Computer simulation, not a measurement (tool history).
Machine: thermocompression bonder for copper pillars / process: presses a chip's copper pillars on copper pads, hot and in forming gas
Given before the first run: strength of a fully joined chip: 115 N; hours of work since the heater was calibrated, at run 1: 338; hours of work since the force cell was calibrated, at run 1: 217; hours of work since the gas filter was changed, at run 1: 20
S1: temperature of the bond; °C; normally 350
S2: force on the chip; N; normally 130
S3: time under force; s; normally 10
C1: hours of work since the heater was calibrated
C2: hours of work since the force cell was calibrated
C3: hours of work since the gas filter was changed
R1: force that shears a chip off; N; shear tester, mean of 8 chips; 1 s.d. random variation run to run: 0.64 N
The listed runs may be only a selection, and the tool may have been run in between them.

{"run": 1, "hour": 0.0, "S1": 350, "S2": 130, "S3": 10, "C1": 338, "C2": 217, "C3": 20, "R1": 72.8}
{"run": 2, "hour": 8.0, "S1": 350, "S2": 151, "S3": 10, "C1": 342, "C2": 221, "C3": 24, "R1": 77.6}
{"run": 3, "hour": 17.2, "S1": 350, "S2": 151, "S3": 17, "C1": 347, "C2": 226, "C3": 29, "R1": 88.0}
{"run": 4, "hour": 27.1, "S1": 350, "S2": 130, "S3": 14, "C1": 352, "C2": 231, "C3": 34, "R1": 79.9}
{"run": 5, "hour": 37.1, "S1": 350, "S2": 130, "S3": 14, "C1": 357, "C2": 236, "C3": 39, "R1": 80.8}
{"run": 6, "hour": 43.1, "S1": 350, "S2": 130, "S3": 14, "C1": 360, "C2": 239, "C3": 42, "R1": 78.5}
{"run": 7, "hour": 48.0, "S1": 350, "S2": 80, "S3": 10, "C1": 363, "C2": 241, "C3": 45, "R1": 55.3}
{"run": 8, "hour": 53.4, "S1": 350, "S2": 80, "S3": 10, "C1": 366, "C2": 244, "C3": 47, "R1": 55.2}
{"run": 9, "hour": 62.0, "S1": 350, "S2": 80, "S3": 10, "C1": 370, "C2": 249, "C3": 52, "R1": 54.6}
{"run": 10, "hour": 69.4, "S1": 350, "S2": 80, "S3": 10, "C1": 374, "C2": 252, "C3": 56, "R1": 54.0}
{"run": 11, "hour": 79.9, "S1": 350, "S2": 181, "S3": 10, "C1": 379, "C2": 258, "C3": 61, "R1": 84.5}
{"run": 12, "hour": 84.7, "S1": 350, "S2": 181, "S3": 10, "C1": 381, "C2": 260, "C3": 63, "R1": 84.3}
{"run": 13, "hour": 91.0, "S1": 350, "S2": 181, "S3": 10, "C1": 385, "C2": 263, "C3": 67, "R1": 84.5}
{"run": 14, "hour": 101.0, "S1": 350, "S2": 181, "S3": 10, "C1": 390, "C2": 268, "C3": 72, "R1": 83.2}
{"run": 15, "hour": 105.4, "S1": 350, "S2": 181, "S3": 10, "C1": 392, "C2": 271, "C3": 74, "R1": 84.1}
{"run": 16, "hour": 115.0, "S1": 350, "S2": 181, "S3": 10, "C1": 397, "C2": 275, "C3": 79, "R1": 83.9}
{"run": 17, "hour": 119.2, "S1": 350, "S2": 130, "S3": 6, "C1": 399, "C2": 278, "C3": 81, "R1": 61.1}
{"run": 18, "hour": 127.1, "S1": 350, "S2": 130, "S3": 10, "C1": 403, "C2": 282, "C3": 85, "R1": 72.4}
{"run": 19, "hour": 134.1, "S1": 350, "S2": 130, "S3": 10, "C1": 407, "C2": 285, "C3": 88, "R1": 71.4}
{"run": 20, "hour": 141.6, "S1": 350, "S2": 130, "S3": 10, "C1": 410, "C2": 289, "C3": 92, "R1": 71.4}
{"run": 21, "hour": 148.3, "S1": 337, "S2": 143, "S3": 13, "C1": 414, "C2": 292, "C3": 96, "R1": 72.0}
{"run": 22, "hour": 153.9, "S1": 337, "S2": 143, "S3": 13, "C1": 417, "C2": 295, "C3": 99, "R1": 72.0}
{"run": 23, "hour": 163.8, "S1": 337, "S2": 143, "S3": 13, "C1": 422, "C2": 300, "C3": 104, "R1": 70.3}
{"run": 24, "hour": 172.6, "S1": 337, "S2": 98, "S3": 13, "C1": 426, "C2": 305, "C3": 108, "R1": 57.3}
{"run": 25, "hour": 182.2, "S1": 356, "S2": 88, "S3": 9, "C1": 431, "C2": 310, "C3": 113, "R1": 59.5}
{"run": 26, "hour": 186.5, "S1": 324, "S2": 180, "S3": 5, "C1": 433, "C2": 312, "C3": 115, "R1": 51.8}
{"run": 27, "hour": 191.6, "S1": 355, "S2": 120, "S3": 7, "C1": 436, "C2": 314, "C3": 118, "R1": 63.6}

Expected results for the next run?
{"run": 28, "hour": 200.8, "S1": 341, "S2": 187, "S3": 21, "C1": 441, "C2": 319, "C3": 122, "R1": "?"}

Run 28 measured R1 92.2 N.
With the hidden condition absent and the run-to-run variation left alone, this run would have shown R1 96.6 N.
